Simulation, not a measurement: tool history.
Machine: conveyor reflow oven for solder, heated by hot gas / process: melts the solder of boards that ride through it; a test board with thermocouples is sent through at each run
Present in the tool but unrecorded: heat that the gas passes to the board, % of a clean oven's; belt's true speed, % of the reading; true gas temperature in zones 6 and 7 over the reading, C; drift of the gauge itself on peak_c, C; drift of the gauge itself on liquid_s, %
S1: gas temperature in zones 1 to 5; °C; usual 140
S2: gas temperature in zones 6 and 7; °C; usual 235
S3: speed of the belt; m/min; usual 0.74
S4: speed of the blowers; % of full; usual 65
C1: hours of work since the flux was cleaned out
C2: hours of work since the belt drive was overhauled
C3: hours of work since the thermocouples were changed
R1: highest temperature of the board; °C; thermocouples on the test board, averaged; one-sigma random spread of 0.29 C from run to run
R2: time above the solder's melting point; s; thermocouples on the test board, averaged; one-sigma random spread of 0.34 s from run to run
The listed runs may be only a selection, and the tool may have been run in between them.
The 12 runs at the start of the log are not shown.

run	hour	S1	S2	S3	S4	C1	C2	C3	R1	R2
13	394.6	140	250	0.74	73	78	879	524	225.6	53.5
14	414.7	140	250	0.857	73	86	888	532	218.9	43.1
15	438.8	140	250	0.857	73	96	898	542	219.4	42.5
# hour 456.1: flux residue cleaned out of gas plates and filters, once more
16	476.6	140	250	0.857	73	9	911	556	223.1	45.3
17	510.6	140	250	0.857	73	23	926	570	224.2	45.7
18	553.1	140	228	0.721	65	40	943	588	209.5	44.2
19	583.3	140	228	0.721	65	53	956	600	209.4	44.2
20	620	140	228	0.721	65	68	971	616	209.2	43.6
21	646.9	140	228	0.721	65	79	982	627	209.9	44.3
22	688.4	140	235	0.622	51	97	1000	644	213.9	55.4
23	726.4	148	228	0.74	56	112	1015	660	207.2	42.3
24	747.3	140	231	0.693	65	121	1024	668	212.9	49.2
25	789.6	149	229	0.625	60	139	1042	686	214.7	60.3
26	821.1	149	229	0.714	60	152	1055	699	210.9	49.3

Estimate the outcome of run 27 from the log above:
27	861.5	149	226	0.705	60	169	1072	716	?	?

Logged for run 27: R1 208.8 °C, R2 47.2 s.
Without the tool's hidden state the same run would have given R1 207.2 °C, R2 45.3 s.

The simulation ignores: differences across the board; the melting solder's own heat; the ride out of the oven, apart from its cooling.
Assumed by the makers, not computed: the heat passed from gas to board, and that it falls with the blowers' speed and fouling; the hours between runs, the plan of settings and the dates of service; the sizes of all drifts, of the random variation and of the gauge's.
